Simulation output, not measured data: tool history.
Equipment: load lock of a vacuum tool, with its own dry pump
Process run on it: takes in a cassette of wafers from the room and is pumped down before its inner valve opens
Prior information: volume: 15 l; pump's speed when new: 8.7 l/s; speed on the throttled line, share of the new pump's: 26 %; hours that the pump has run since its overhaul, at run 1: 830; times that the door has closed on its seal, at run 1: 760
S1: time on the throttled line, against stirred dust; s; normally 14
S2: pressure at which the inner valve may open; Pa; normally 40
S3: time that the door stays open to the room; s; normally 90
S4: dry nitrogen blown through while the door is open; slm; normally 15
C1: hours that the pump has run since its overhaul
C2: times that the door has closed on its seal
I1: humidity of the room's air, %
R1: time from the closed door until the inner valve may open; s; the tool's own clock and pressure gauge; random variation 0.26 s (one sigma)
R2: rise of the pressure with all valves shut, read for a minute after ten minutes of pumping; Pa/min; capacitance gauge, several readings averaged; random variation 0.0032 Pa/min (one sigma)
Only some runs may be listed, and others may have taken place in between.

{"run": 1, "hour": 0.0, "S1": 14, "S2": 40, "S3": 90, "S4": 15, "C1": 830, "C2": 760, "I1": 42.4, "R1": 23.6, "R2": 0.1}
{"run": 2, "hour": 381.6, "S1": 14, "S2": 40, "S3": 90, "S4": 15, "C1": 1212, "C2": 2167, "I1": 45.4, "R1": 23.9, "R2": 0.117}
{"run": 3, "hour": 681.9, "S1": 14, "S2": 40, "S3": 90, "S4": 15, "C1": 1512, "C2": 3273, "I1": 45.3, "R1": 23.7, "R2": 0.133}
{"run": 4, "hour": 934.8, "S1": 14, "S2": 40, "S3": 90, "S4": 15, "C1": 1765, "C2": 4205, "I1": 45.9, "R1": 24.2, "R2": 0.149}
{"run": 5, "hour": 1217.1, "S1": 14, "S2": 40, "S3": 90, "S4": 15, "C1": 2048, "C2": 5246, "I1": 45.9, "R1": 24.6, "R2": 0.167}
{"run": 6, "hour": 1444.0, "S1": 14, "S2": 40, "S3": 90, "S4": 15, "C1": 2274, "C2": 6083, "I1": 44.3, "R1": 23.5, "R2": 0.174}
{"run": 7, "hour": 1755.5, "S1": 14, "S2": 40, "S3": 90, "S4": 15, "C1": 2586, "C2": 7231, "I1": 46.8, "R1": 24.4, "R2": 0.2}
{"run": 8, "hour": 2028.0, "S1": 14, "S2": 40, "S3": 90, "S4": 15, "C1": 2858, "C2": 8235, "I1": 43.6, "R1": 23.8, "R2": 0.218}
{"run": 9, "hour": 2196.5, "S1": 14, "S2": 40, "S3": 90, "S4": 15, "C1": 3027, "C2": 8856, "I1": 46.7, "R1": 23.5, "R2": 0.234}
{"run": 10, "hour": 2590.3, "S1": 14, "S2": 40, "S3": 90, "S4": 15, "C1": 3421, "C2": 10308, "I1": 45.7, "R1": 24.0, "R2": 0.266}
{"run": 11, "hour": 2962.5, "S1": 14, "S2": 40, "S3": 90, "S4": 15, "C1": 3793, "C2": 11680, "I1": 44.0, "R1": 24.4, "R2": 0.292}
{"run": 12, "hour": 3137.2, "S1": 14, "S2": 40, "S3": 90, "S4": 15, "C1": 3968, "C2": 12324, "I1": 40.9, "R1": 24.4, "R2": 0.302}
{"run": 13, "hour": 3510.5, "S1": 14, "S2": 40, "S3": 90, "S4": 15, "C1": 4341, "C2": 13700, "I1": 47.1, "R1": 24.4, "R2": 0.346}
{"run": 14, "hour": 3713.5, "S1": 14, "S2": 40, "S3": 90, "S4": 15, "C1": 4544, "C2": 14448, "I1": 46.2, "R1": 24.2, "R2": 0.37}
{"run": 15, "hour": 3965.9, "S1": 24, "S2": 40, "S3": 90, "S4": 15, "C1": 4796, "C2": 15378, "I1": 48.1, "R1": 31.4, "R2": 0.402}
{"run": 16, "hour": 4307.4, "S1": 19, "S2": 40, "S3": 90, "S4": 15, "C1": 5138, "C2": 16637, "I1": 43.0, "R1": 28.0, "R2": 0.443}
{"run": 17, "hour": 4702.1, "S1": 14, "S2": 40, "S3": 82, "S4": 15, "C1": 5533, "C2": 18092, "I1": 44.9, "R1": 24.5, "R2": 0.489}
{"run": 18, "hour": 5032.3, "S1": 14, "S2": 40, "S3": 82, "S4": 15, "C1": 5863, "C2": 19309, "I1": 44.5, "R1": 24.2, "R2": 0.523}
{"run": 19, "hour": 5384.8, "S1": 14, "S2": 40, "S3": 82, "S4": 15, "C1": 6215, "C2": 20608, "I1": 44.0, "R1": 24.9, "R2": 0.584}
{"hour": 5621.3, "done": "door's seal changed, seat wiped"}
{"run": 20, "hour": 5767.9, "S1": 14, "S2": 40, "S3": 82, "S4": 15, "C1": 6597, "C2": 540, "I1": 44.8, "R1": 24.4, "R2": 0.093}
{"run": 21, "hour": 5988.6, "S1": 28, "S2": 40, "S3": 82, "S4": 6, "C1": 6818, "C2": 1354, "I1": 44.1, "R1": 34.8, "R2": 0.118}
{"run": 22, "hour": 6280.7, "S1": 14, "S2": 40, "S3": 65, "S4": 15, "C1": 7110, "C2": 2430, "I1": 46.0, "R1": 24.7, "R2": 0.109}
{"run": 23, "hour": 6544.7, "S1": 14, "S2": 40, "S3": 65, "S4": 15, "C1": 7374, "C2": 3403, "I1": 45.7, "R1": 24.6, "R2": 0.119}
{"run": 24, "hour": 6932.9, "S1": 21, "S2": 49, "S3": 45, "S4": 40, "C1": 7762, "C2": 4834, "I1": 45.5, "R1": 29.7, "R2": 0.104}
{"run": 25, "hour": 7108.8, "S1": 11, "S2": 49, "S3": 45, "S4": 40, "C1": 7938, "C2": 5483, "I1": 43.8, "R1": 22.5, "R2": 0.115}
{"run": 26, "hour": 7504.2, "S1": 14, "S2": 40, "S3": 50, "S4": 13, "C1": 8333, "C2": 6940, "I1": 44.1, "R1": 24.9, "R2": 0.158}
{"run": 27, "hour": 7802.7, "S1": 20, "S2": 68, "S3": 32, "S4": 15, "C1": 8632, "C2": 8041, "I1": 44.0, "R1": 28.1, "R2": 0.163}
{"run": 28, "hour": 8124.9, "S1": 13, "S2": 36, "S3": 165, "S4": 9, "C1": 8954, "C2": 9228, "I1": 43.5, "R1": 24.9, "R2": 0.296}
{"run": 29, "hour": 8326.1, "S1": 13, "S2": 36, "S3": 165, "S4": 9, "C1": 9155, "C2": 9970, "I1": 47.2, "R1": 24.7, "R2": 0.34}
{"run": 30, "hour": 8695.1, "S1": 13, "S2": 36, "S3": 165, "S4": 9, "C1": 9524, "C2": 11330, "I1": 43.8, "R1": 24.4, "R2": 0.344}
{"run": 31, "hour": 9078.7, "S1": 8, "S2": 72, "S3": 143, "S4": 9, "C1": 9908, "C2": 12744, "I1": 47.5, "R1": 19.4, "R2": 0.384}
{"run": 32, "hour": 9355.1, "S1": 8, "S2": 39, "S3": 143, "S4": 9, "C1": 10184, "C2": 13763, "I1": 45.7, "R1": 21.0, "R2": 0.41}
{"run": 33, "hour": 9558.2, "S1": 8, "S2": 39, "S3": 143, "S4": 9, "C1": 10387, "C2": 14512, "I1": 44.3, "R1": 20.8, "R2": 0.425}
{"run": 34, "hour": 9801.5, "S1": 8, "S2": 39, "S3": 79, "S4": 9, "C1": 10631, "C2": 15408, "I1": 44.3, "R1": 21.2, "R2": 0.394}
{"run": 35, "hour": 10105.7, "S1": 12, "S2": 78, "S3": 90, "S4": 15, "C1": 10935, "C2": 16530, "I1": 45.6, "R1": 22.5, "R2": 0.436}
{"run": 36, "hour": 10372.6, "S1": 10, "S2": 61, "S3": 92, "S4": 13, "C1": 11202, "C2": 17513, "I1": 46.8, "R1": 21.4, "R2": 0.476}
{"run": 37, "hour": 10687.9, "S1": 10, "S2": 61, "S3": 92, "S4": 13, "C1": 11517, "C2": 18676, "I1": 42.2, "R1": 21.5, "R2": 0.522}

Across each entry between runs, compare the hidden state at the last listed run before it with the hidden state at the first listed run after it:
Logged between run 19 and run 20: door's seal changed, seat wiped (hour 5621.3)
  pump's speed, % of a new pump's: 93.1 -> 92.7; leak at the door's seal, Pa l/s: 0.1234 -> 0.0035
  the result without the hidden state subtracted from the measured one, R1: +0.7 -> +0.8 s; R2: +0.490 -> +0.006 Pa/min
